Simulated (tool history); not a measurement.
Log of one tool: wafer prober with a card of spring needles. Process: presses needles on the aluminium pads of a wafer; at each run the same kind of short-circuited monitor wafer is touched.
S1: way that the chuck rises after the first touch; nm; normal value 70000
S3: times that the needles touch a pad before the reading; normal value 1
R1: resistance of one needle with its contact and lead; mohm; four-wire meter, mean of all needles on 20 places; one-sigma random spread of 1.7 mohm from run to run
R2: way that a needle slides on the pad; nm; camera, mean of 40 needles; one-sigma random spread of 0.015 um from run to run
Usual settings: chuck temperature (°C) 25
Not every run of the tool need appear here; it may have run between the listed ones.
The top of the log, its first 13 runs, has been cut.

{"hour": 229.2, "done": "tips cleaned on abrasive film"}
{"run": 14, "hour": 234.6, "S1": 70000, "chuck temperature (°C)": 25, "S3": 2, "R1": 170, "R2": 11940}
{"hour": 248.0, "done": "tips cleaned on abrasive film"}
{"run": 15, "hour": 251.5, "S1": 70000, "chuck temperature (°C)": 25, "S3": 2, "R1": 169, "R2": 11920}
{"run": 16, "hour": 265.1, "S1": 54000, "chuck temperature (°C)": 25, "S3": 2, "R1": 183, "R2": 9180}
{"hour": 267.1, "done": "tips cleaned on abrasive film"}
{"run": 17, "hour": 281.7, "S1": 69000, "chuck temperature (°C)": 31, "S3": 1, "R1": 191, "R2": 11750}
{"hour": 284.8, "done": "tips cleaned on abrasive film"}
{"run": 18, "hour": 292.5, "S1": 69000, "chuck temperature (°C)": 31, "S3": 1, "R1": 182, "R2": 11730}
{"hour": 303.4, "done": "tips cleaned on abrasive film"}
{"run": 19, "hour": 304.4, "S1": 56000, "chuck temperature (°C)": 37, "S3": 1, "R1": 171, "R2": 9470}
{"run": 20, "hour": 315.9, "S1": 82000, "chuck temperature (°C)": 84, "S3": 1, "R1": 194, "R2": 13940}
{"hour": 321.6, "done": "tips cleaned on abrasive film"}
{"run": 21, "hour": 329.0, "S1": 51000, "chuck temperature (°C)": 44, "S3": 3, "R1": 179, "R2": 8620}
{"hour": 340.6, "done": "tips cleaned on abrasive film"}
{"run": 22, "hour": 343.5, "S1": 51000, "chuck temperature (°C)": 44, "S3": 3, "R1": 172, "R2": 8590}
{"hour": 359.3, "done": "tips cleaned on abrasive film"}
{"run": 23, "hour": 363.5, "S1": 51000, "chuck temperature (°C)": 44, "S3": 3, "R1": 176, "R2": 8600}
{"run": 24, "hour": 376.4, "S1": 51000, "chuck temperature (°C)": 44, "S3": 3, "R1": 182, "R2": 8610}
{"hour": 378.1, "done": "tips cleaned on abrasive film"}
{"run": 25, "hour": 392.7, "S1": 51000, "chuck temperature (°C)": 44, "S3": 3, "R1": 178, "R2": 8570}
{"hour": 396.2, "done": "tips cleaned on abrasive film"}
{"run": 26, "hour": 411.2, "S1": 76000, "chuck temperature (°C)": 57, "S3": 3, "R1": 178, "R2": 12820}
{"hour": 414.4, "done": "tips cleaned on abrasive film"}
{"run": 27, "hour": 421.8, "S1": 81000, "chuck temperature (°C)": 62, "S3": 1, "R1": 183, "R2": 13720}
{"hour": 433.2, "done": "tips cleaned on abrasive film"}
{"run": 28, "hour": 437.8, "S1": 81000, "chuck temperature (°C)": 38, "S3": 1, "R1": 175, "R2": 13660}
{"run": 29, "hour": 448.3, "S1": 70000, "chuck temperature (°C)": 124, "S3": 1, "R1": 203, "R2": 11790}
{"hour": 452.1, "done": "tips cleaned on abrasive film"}
{"run": 30, "hour": 460.2, "S1": 70000, "chuck temperature (°C)": 25, "S3": 2, "R1": 174, "R2": 11790}
{"hour": 470.7, "done": "tips cleaned on abrasive film"}
{"run": 31, "hour": 478.5, "S1": 70000, "chuck temperature (°C)": 29, "S3": 1, "R1": 179, "R2": 11750}
{"run": 32, "hour": 487.3, "S1": 70000, "chuck temperature (°C)": 101, "S3": 1, "R1": 200, "R2": 11780}

4 ways to go on from here, each from the tool as it stands after run 32. What would each give?
{"hour": 489.0, "done": "tips cleaned on abrasive film"}
{"hour": 497.9, "done": "height of the first contact set anew"}
{"run": "A", "hour": 499.0, "S1": 70000, "chuck temperature (°C)": 41, "S3": 1, "R1": "?", "R2": "?"}
{"hour": 489.0, "done": "tips cleaned on abrasive film"}
{"hour": 497.9, "done": "height of the first contact set anew"}
{"run": "B", "hour": 499.0, "S1": 74000, "chuck temperature (°C)": 65, "S3": 2, "R1": "?", "R2": "?"}
{"hour": 489.0, "done": "tips cleaned on abrasive film"}
{"hour": 497.9, "done": "height of the first contact set anew"}
{"run": "C", "hour": 499.0, "S1": 70000, "chuck temperature (°C)": 58, "S3": 1, "R1": "?", "R2": "?"}
{"hour": 489.0, "done": "tips cleaned on abrasive film"}
{"hour": 497.9, "done": "height of the first contact set anew"}
{"run": "D", "hour": 499.0, "S1": 70000, "chuck temperature (°C)": 77, "S3": 1, "R1": "?", "R2": "?"}

run=A R1=186 R2=11990
run=B R1=181 R2=12670
run=C R1=186 R2=11990
run=D R1=193 R2=12010
Had the tool no hidden state, the same runs would have come out as:
run=A R1=168 R2=11990
run=B R1=171 R2=12670
run=C R1=169 R2=11990
run=D R1=176 R2=12010

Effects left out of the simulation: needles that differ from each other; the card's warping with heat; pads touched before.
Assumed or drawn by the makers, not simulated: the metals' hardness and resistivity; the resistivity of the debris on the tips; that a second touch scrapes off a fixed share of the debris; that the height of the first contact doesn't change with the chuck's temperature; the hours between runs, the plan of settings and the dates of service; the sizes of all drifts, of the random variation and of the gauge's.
